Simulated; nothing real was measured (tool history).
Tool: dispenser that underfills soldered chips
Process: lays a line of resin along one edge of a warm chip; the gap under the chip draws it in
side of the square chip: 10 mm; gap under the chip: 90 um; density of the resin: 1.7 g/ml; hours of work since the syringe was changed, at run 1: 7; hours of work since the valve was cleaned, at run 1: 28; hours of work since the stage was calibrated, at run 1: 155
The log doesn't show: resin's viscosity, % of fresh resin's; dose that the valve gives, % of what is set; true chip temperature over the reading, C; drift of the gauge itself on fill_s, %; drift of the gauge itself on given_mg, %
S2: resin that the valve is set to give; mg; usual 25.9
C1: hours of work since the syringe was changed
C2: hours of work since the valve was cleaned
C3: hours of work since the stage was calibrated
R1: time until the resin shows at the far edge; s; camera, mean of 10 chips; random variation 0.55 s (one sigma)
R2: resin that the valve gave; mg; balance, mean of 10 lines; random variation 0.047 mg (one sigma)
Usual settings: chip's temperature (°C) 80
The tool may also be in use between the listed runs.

{"run": 1, "hour": 0.0, "chip's temperature (°C)": 80, "S2": 25.9, "C1": 7, "C2": 28, "C3": 155, "R1": 69.3, "R2": 25.35}
{"hour": 4.6, "done": "new syringe of resin"}
{"run": 2, "hour": 9.8, "chip's temperature (°C)": 80, "S2": 30.3, "C1": 4, "C2": 35, "C3": 162, "R1": 56.9, "R2": 29.33}
{"hour": 19.3, "done": "new syringe of resin"}
{"hour": 25.4, "done": "dispensing valve cleaned and set on the balance"}
{"run": 3, "hour": 25.4, "chip's temperature (°C)": 80, "S2": 30.3, "C1": 3, "C2": 0, "C3": 171, "R1": 56.2, "R2": 30.5}
{"hour": 35.0, "done": "new syringe of resin"}
{"run": 4, "hour": 40.8, "chip's temperature (°C)": 80, "S2": 30.3, "C1": 4, "C2": 10, "C3": 182, "R1": 58.2, "R2": 30.11}
{"run": 5, "hour": 47.6, "chip's temperature (°C)": 80, "S2": 28.1, "C1": 9, "C2": 15, "C3": 186, "R1": 75.7, "R2": 27.81}
{"hour": 49.2, "done": "new syringe of resin"}
{"run": 6, "hour": 60.3, "chip's temperature (°C)": 80, "S2": 28.1, "C1": 8, "C2": 23, "C3": 195, "R1": 70.1, "R2": 27.55}
{"hour": 63.8, "done": "new syringe of resin"}
{"run": 7, "hour": 72.5, "chip's temperature (°C)": 80, "S2": 28.1, "C1": 6, "C2": 32, "C3": 203, "R1": 66.1, "R2": 27.29}
{"hour": 78.6, "done": "new syringe of resin"}
{"run": 8, "hour": 87.5, "chip's temperature (°C)": 80, "S2": 25.9, "C1": 6, "C2": 42, "C3": 213, "R1": 65.7, "R2": 24.9}
{"hour": 92.7, "done": "dispensing valve cleaned and set on the balance"}
{"hour": 93.9, "done": "new syringe of resin"}
{"run": 9, "hour": 97.8, "chip's temperature (°C)": 80, "S2": 25.8, "C1": 3, "C2": 3, "C3": 219, "R1": 55, "R2": 25.74}
{"hour": 108.4, "done": "new syringe of resin"}
{"run": 10, "hour": 113.4, "chip's temperature (°C)": 86, "S2": 25.9, "C1": 3, "C2": 14, "C3": 230, "R1": 46.4, "R2": 25.55}
{"hour": 123.2, "done": "new syringe of resin"}
{"run": 11, "hour": 129.2, "chip's temperature (°C)": 86, "S2": 25.9, "C1": 4, "C2": 24, "C3": 240, "R1": 49.2, "R2": 25.44}
{"hour": 138.1, "done": "new syringe of resin"}
{"run": 12, "hour": 138.1, "chip's temperature (°C)": 65, "S2": 25.9, "C1": 0, "C2": 30, "C3": 246, "R1": 81.8, "R2": 25.14}
{"run": 13, "hour": 151.5, "chip's temperature (°C)": 65, "S2": 25.2, "C1": 9, "C2": 39, "C3": 255, "R1": 137.1, "R2": 24.24}
{"hour": 152.6, "done": "new syringe of resin"}
{"hour": 159.8, "done": "dispensing valve cleaned and set on the balance"}
{"run": 14, "hour": 161.2, "chip's temperature (°C)": 65, "S2": 25.2, "C1": 5, "C2": 1, "C3": 261, "R1": 111.2, "R2": 25.04}
{"hour": 168.2, "done": "new syringe of resin"}
{"run": 15, "hour": 168.2, "chip's temperature (°C)": 65, "S2": 25.2, "C1": 0, "C2": 5, "C3": 266, "R1": 86.1, "R2": 25.09}
{"hour": 182.4, "done": "new syringe of resin"}
{"run": 16, "hour": 182.4, "chip's temperature (°C)": 80, "S2": 30.8, "C1": 0, "C2": 15, "C3": 275, "R1": 48.2, "R2": 30.31}
{"hour": 196.9, "done": "new syringe of resin"}
{"run": 17, "hour": 198.9, "chip's temperature (°C)": 80, "S2": 30.8, "C1": 1, "C2": 26, "C3": 286, "R1": 51.6, "R2": 29.93}
{"run": 18, "hour": 210.5, "chip's temperature (°C)": 80, "S2": 30.8, "C1": 9, "C2": 34, "C3": 294, "R1": 78.5, "R2": 29.78}
{"hour": 211.4, "done": "new syringe of resin"}
{"hour": 225.9, "done": "new syringe of resin"}
{"hour": 226.9, "done": "dispensing valve cleaned and set on the balance"}
{"run": 19, "hour": 227.4, "chip's temperature (°C)": 80, "S2": 30.8, "C1": 0, "C2": 0, "C3": 305, "R1": 49, "R2": 30.76}
{"run": 20, "hour": 239.0, "chip's temperature (°C)": 80, "S2": 30.8, "C1": 8, "C2": 8, "C3": 313, "R1": 75.3, "R2": 30.52}
{"hour": 241.5, "done": "new syringe of resin"}
{"run": 21, "hour": 250.3, "chip's temperature (°C)": 87, "S2": 24.8, "C1": 6, "C2": 16, "C3": 320, "R1": 52.9, "R2": 24.37}
{"hour": 255.9, "done": "new syringe of resin"}
{"run": 22, "hour": 262.7, "chip's temperature (°C)": 87, "S2": 24.8, "C1": 5, "C2": 24, "C3": 329, "R1": 49.1, "R2": 24.25}
{"hour": 270.7, "done": "new syringe of resin"}
{"run": 23, "hour": 271.0, "chip's temperature (°C)": 65, "S2": 24.4, "C1": 0, "C2": 30, "C3": 334, "R1": 86.6, "R2": 23.67}
{"run": 24, "hour": 284.6, "chip's temperature (°C)": 86, "S2": 25.9, "C1": 10, "C2": 39, "C3": 343, "R1": 66.1, "R2": 24.9}
{"hour": 286.4, "done": "new syringe of resin"}
{"hour": 294.6, "done": "dispensing valve cleaned and set on the balance"}
{"run": 25, "hour": 299.1, "chip's temperature (°C)": 69, "S2": 27.3, "C1": 8, "C2": 3, "C3": 352, "R1": 111.7, "R2": 27.15}
{"hour": 301.8, "done": "new syringe of resin"}
{"run": 26, "hour": 312.9, "chip's temperature (°C)": 65, "S2": 22.9, "C1": 8, "C2": 12, "C3": 362, "R1": 127, "R2": 22.55}
{"hour": 316.8, "done": "new syringe of resin"}
{"run": 27, "hour": 323.2, "chip's temperature (°C)": 71, "S2": 29.2, "C1": 4, "C2": 19, "C3": 368, "R1": 82.8, "R2": 28.5}
{"hour": 331.2, "done": "new syringe of resin"}
{"run": 28, "hour": 336.9, "chip's temperature (°C)": 79, "S2": 30, "C1": 4, "C2": 28, "C3": 378, "R1": 61.6, "R2": 29.09}
{"hour": 345.9, "done": "new syringe of resin"}
{"run": 29, "hour": 350.2, "chip's temperature (°C)": 72, "S2": 22.4, "C1": 3, "C2": 37, "C3": 387, "R1": 78.8, "R2": 21.51}
{"run": 30, "hour": 357.8, "chip's temperature (°C)": 74, "S2": 25.9, "C1": 8, "C2": 42, "C3": 392, "R1": 93.4, "R2": 24.77}
{"hour": 360.2, "done": "new syringe of resin"}
{"hour": 362.0, "done": "dispensing valve cleaned and set on the balance"}
{"run": 31, "hour": 373.6, "chip's temperature (°C)": 73, "S2": 30.2, "C1": 8, "C2": 8, "C3": 402, "R1": 98, "R2": 29.94}
{"hour": 376.5, "done": "new syringe of resin"}
{"run": 32, "hour": 381.3, "chip's temperature (°C)": 91, "S2": 30.2, "C1": 3, "C2": 13, "C3": 407, "R1": 39.8, "R2": 29.82}
{"run": 33, "hour": 388.5, "chip's temperature (°C)": 93, "S2": 29.7, "C1": 8, "C2": 18, "C3": 412, "R1": 46.9, "R2": 29.28}
{"hour": 391.6, "done": "new syringe of resin"}
{"run": 34, "hour": 399.8, "chip's temperature (°C)": 93, "S2": 28.2, "C1": 6, "C2": 25, "C3": 419, "R1": 40.5, "R2": 27.48}

Some steps in R1 between neighbouring runs. How much of each would the tool show without its hidden state too (settings, what came in, random variation), and how much is left for the hidden state, with any gauge scatter that isn't in both results?
Run 12 -> 13: S2 25.9 -> 25.2. R1 +55.3 s: hidden state +52.7, all else +2.6.
Run 18 -> 19: new syringe of resin, new syringe of resin, dispensing valve cleaned and set on the balance. R1 -29.5 s: hidden state -29.6, all else +0.1.
Run 24 -> 25: chip's temperature (°C) 86 -> 69, S2 25.9 -> 27.3, new syringe of resin, dispensing valve cleaned and set on the balance. R1 +45.6 s: hidden state +14.8, all else +30.8.
Run 31 -> 32: chip's temperature (°C) 73 -> 91, new syringe of resin. R1 -58.2 s: hidden state -31.3, all else -26.9.

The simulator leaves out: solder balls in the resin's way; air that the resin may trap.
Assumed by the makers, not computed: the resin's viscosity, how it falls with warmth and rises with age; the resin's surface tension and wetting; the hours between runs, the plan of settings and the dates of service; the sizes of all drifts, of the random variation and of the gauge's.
